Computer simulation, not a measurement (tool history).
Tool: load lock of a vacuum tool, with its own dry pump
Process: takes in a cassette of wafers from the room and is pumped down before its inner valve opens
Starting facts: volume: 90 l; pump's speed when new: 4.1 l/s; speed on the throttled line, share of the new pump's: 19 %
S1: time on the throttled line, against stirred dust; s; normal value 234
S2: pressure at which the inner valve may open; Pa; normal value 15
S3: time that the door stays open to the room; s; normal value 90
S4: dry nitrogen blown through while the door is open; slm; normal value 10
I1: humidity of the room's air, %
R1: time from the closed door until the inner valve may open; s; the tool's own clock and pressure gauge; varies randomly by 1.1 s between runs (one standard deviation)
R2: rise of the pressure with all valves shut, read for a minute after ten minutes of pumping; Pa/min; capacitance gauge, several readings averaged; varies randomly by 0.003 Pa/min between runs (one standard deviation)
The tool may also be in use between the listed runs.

| run | hour | S1 | S2 | S3 | S4 | I1 | R1 | R2 |
|---|---|---|---|---|---|---|---|---|
| 1 | 0 | 234 | 15 | 90 | 10 | 45.7 | 400.7 | 0.062 |
| 2 | 69.3 | 234 | 23 | 90 | 10 | 45.2 | 388.9 | 0.062 |
| 3 | 114.9 | 234 | 27 | 90 | 10 | 42 | 383.7 | 0.059 |
| 4 | 163.8 | 234 | 15 | 90 | 10 | 44.6 | 398.9 | 0.061 |
| 5 | 201.3 | 234 | 15 | 90 | 10 | 47.9 | 396.9 | 0.066 |
| 6 | 284.7 | 234 | 15 | 90 | 10 | 41.8 | 398.9 | 0.059 |
| 7 | 374.9 | 234 | 15 | 90 | 10 | 40.3 | 401.2 | 0.05 |
| 8 | 428.4 | 234 | 15 | 90 | 10 | 44 | 399.4 | 0.064 |
| 9 | 477.1 | 234 | 15 | 90 | 10 | 41.6 | 399.5 | 0.061 |
| 10 | 542.3 | 234 | 15 | 90 | 10 | 43.3 | 399.4 | 0.063 |
| 11 | 590.2 | 234 | 14 | 90 | 10 | 42.8 | 401.6 | 0.062 |
| 12 | 660.5 | 294 | 24 | 45 | 10 | 46.4 | 436.7 | 0.054 |
| 13 | 722.3 | 151 | 15 | 38 | 10 | 45.1 | 333.8 | 0.046 |
| 14 | 801.3 | 234 | 15 | 33 | 24 | 47.8 | 401.8 | 0.044 |
| 15 | 843.2 | 165 | 11 | 97 | 18 | 49.1 | 352.6 | 0.063 |
| 16 | 918.2 | 191 | 13 | 191 | 41 | 41.7 | 371.8 | 0.054 |
| 17 | 993.3 | 171 | 12 | 63 | 24 | 46 | 355.4 | 0.046 |
| 18 | 1068.4 | 347 | 19 | 63 | 24 | 46.5 | 484.7 | 0.051 |

Run by run, hidden condition taken away, random variation retained:
The hidden state here: pump's speed, % of a new pump's; leak at the door's seal, Pa l/s; drift of the gauge itself on ready_s, %; drift of the gauge itself on rise_pa_min, %.
| run | R1 | R2 |
|---|---|---|
| 1 | 388.3 | 0.047 |
| 2 | 377.1 | 0.046 |
| 3 | 372.2 | 0.043 |
| 4 | 386.2 | 0.044 |
| 5 | 384.2 | 0.049 |
| 6 | 385.9 | 0.042 |
| 7 | 388 | 0.032 |
| 8 | 386.2 | 0.046 |
| 9 | 386.2 | 0.042 |
| 10 | 385.9 | 0.043 |
| 11 | 387.5 | 0.042 |
| 12 | 425 | 0.034 |
| 13 | 318.7 | 0.025 |
| 14 | 387.8 | 0.022 |
| 15 | 336.8 | 0.041 |
| 16 | 356.1 | 0.031 |
| 17 | 339.6 | 0.022 |
| 18 | 472.7 | 0.028 |
